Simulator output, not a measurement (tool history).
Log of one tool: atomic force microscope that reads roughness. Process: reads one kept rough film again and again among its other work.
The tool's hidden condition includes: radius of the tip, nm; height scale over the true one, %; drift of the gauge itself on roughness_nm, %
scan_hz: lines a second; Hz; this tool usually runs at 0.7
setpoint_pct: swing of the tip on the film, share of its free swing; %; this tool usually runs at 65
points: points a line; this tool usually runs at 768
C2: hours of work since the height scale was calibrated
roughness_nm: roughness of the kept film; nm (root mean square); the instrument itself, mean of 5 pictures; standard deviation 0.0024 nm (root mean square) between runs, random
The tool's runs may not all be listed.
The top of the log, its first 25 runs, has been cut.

{"run": 26, "day": 12.95, "scan_hz": 2.383, "setpoint_pct": 73, "points": 326, "pictures with this tip": 68, "C2": 477, "roughness_nm": 0.659}
{"day": 13.262, "done": "new tip fitted"}
{"run": 27, "day": 13.262, "scan_hz": 2.383, "setpoint_pct": 77, "points": 997, "pictures with this tip": 0, "C2": 481, "roughness_nm": 0.643}
{"run": 28, "day": 13.688, "scan_hz": 1.524, "setpoint_pct": 57, "points": 302, "pictures with this tip": 15, "C2": 486, "roughness_nm": 0.722}
{"run": 29, "day": 14.008, "scan_hz": 0.7, "setpoint_pct": 79, "points": 386, "pictures with this tip": 27, "C2": 489, "roughness_nm": 0.71}
{"run": 30, "day": 14.346, "scan_hz": 1.989, "setpoint_pct": 78, "points": 260, "pictures with this tip": 39, "C2": 493, "roughness_nm": 0.644}
{"run": 31, "day": 14.979, "scan_hz": 3.495, "setpoint_pct": 82, "points": 944, "pictures with this tip": 62, "C2": 501, "roughness_nm": 0.57}
{"day": 15.512, "done": "new tip fitted"}
{"run": 32, "day": 15.521, "scan_hz": 3.495, "setpoint_pct": 82, "points": 944, "pictures with this tip": 1, "C2": 507, "roughness_nm": 0.568}
{"run": 33, "day": 15.967, "scan_hz": 1.539, "setpoint_pct": 84, "points": 327, "pictures with this tip": 17, "C2": 512, "roughness_nm": 0.647}
{"run": 34, "day": 16.317, "scan_hz": 1.539, "setpoint_pct": 84, "points": 327, "pictures with this tip": 29, "C2": 516, "roughness_nm": 0.644}
{"run": 35, "day": 16.825, "scan_hz": 2.398, "setpoint_pct": 68, "points": 509, "pictures with this tip": 48, "C2": 522, "roughness_nm": 0.677}
{"run": 36, "day": 17.183, "scan_hz": 2.696, "setpoint_pct": 68, "points": 509, "pictures with this tip": 61, "C2": 527, "roughness_nm": 0.667}
{"run": 37, "day": 17.504, "scan_hz": 0.945, "setpoint_pct": 65, "points": 768, "pictures with this tip": 72, "C2": 530, "roughness_nm": 0.729}
{"day": 17.712, "done": "new tip fitted"}
{"run": 38, "day": 18.221, "scan_hz": 0.574, "setpoint_pct": 67, "points": 768, "pictures with this tip": 19, "C2": 539, "roughness_nm": 0.734}
{"run": 39, "day": 18.742, "scan_hz": 0.871, "setpoint_pct": 66, "points": 768, "pictures with this tip": 37, "C2": 545, "roughness_nm": 0.723}
{"run": 40, "day": 19.275, "scan_hz": 1.019, "setpoint_pct": 65, "points": 768, "pictures with this tip": 57, "C2": 551, "roughness_nm": 0.724}
{"day": 19.917, "done": "new tip fitted"}
{"run": 41, "day": 19.992, "scan_hz": 1.019, "setpoint_pct": 65, "points": 768, "pictures with this tip": 3, "C2": 559, "roughness_nm": 0.725}
{"run": 42, "day": 20.283, "scan_hz": 0.7, "setpoint_pct": 77, "points": 736, "pictures with this tip": 14, "C2": 563, "roughness_nm": 0.711}
{"run": 43, "day": 20.704, "scan_hz": 0.7, "setpoint_pct": 77, "points": 736, "pictures with this tip": 29, "C2": 568, "roughness_nm": 0.717}
{"run": 44, "day": 21.229, "scan_hz": 0.7, "setpoint_pct": 77, "points": 736, "pictures with this tip": 48, "C2": 574, "roughness_nm": 0.712}
{"run": 45, "day": 21.854, "scan_hz": 0.559, "setpoint_pct": 63, "points": 321, "pictures with this tip": 71, "C2": 581, "roughness_nm": 0.731}

Each row is a separate what-if for the run after 45, all from the same tool condition, not one after another. Results?
{"day": 22.133, "done": "new tip fitted"}
{"run": "A", "day": 22.208, "scan_hz": 1.002, "setpoint_pct": 66, "points": 985, "pictures with this tip": 3, "C2": 585, "roughness_nm": "?"}
{"day": 22.133, "done": "new tip fitted"}
{"run": "B", "day": 22.208, "scan_hz": 1.026, "setpoint_pct": 84, "points": 787, "pictures with this tip": 3, "C2": 585, "roughness_nm": "?"}
{"day": 22.133, "done": "new tip fitted"}
{"run": "C", "day": 22.208, "scan_hz": 0.511, "setpoint_pct": 65, "points": 402, "pictures with this tip": 3, "C2": 585, "roughness_nm": "?"}

run=A roughness_nm=0.723
run=B roughness_nm=0.682
run=C roughness_nm=0.738
Stripped of hidden state, with their random variation kept, the same runs would have yielded:
run=A roughness_nm=0.723
run=B roughness_nm=0.683
run=C roughness_nm=0.738

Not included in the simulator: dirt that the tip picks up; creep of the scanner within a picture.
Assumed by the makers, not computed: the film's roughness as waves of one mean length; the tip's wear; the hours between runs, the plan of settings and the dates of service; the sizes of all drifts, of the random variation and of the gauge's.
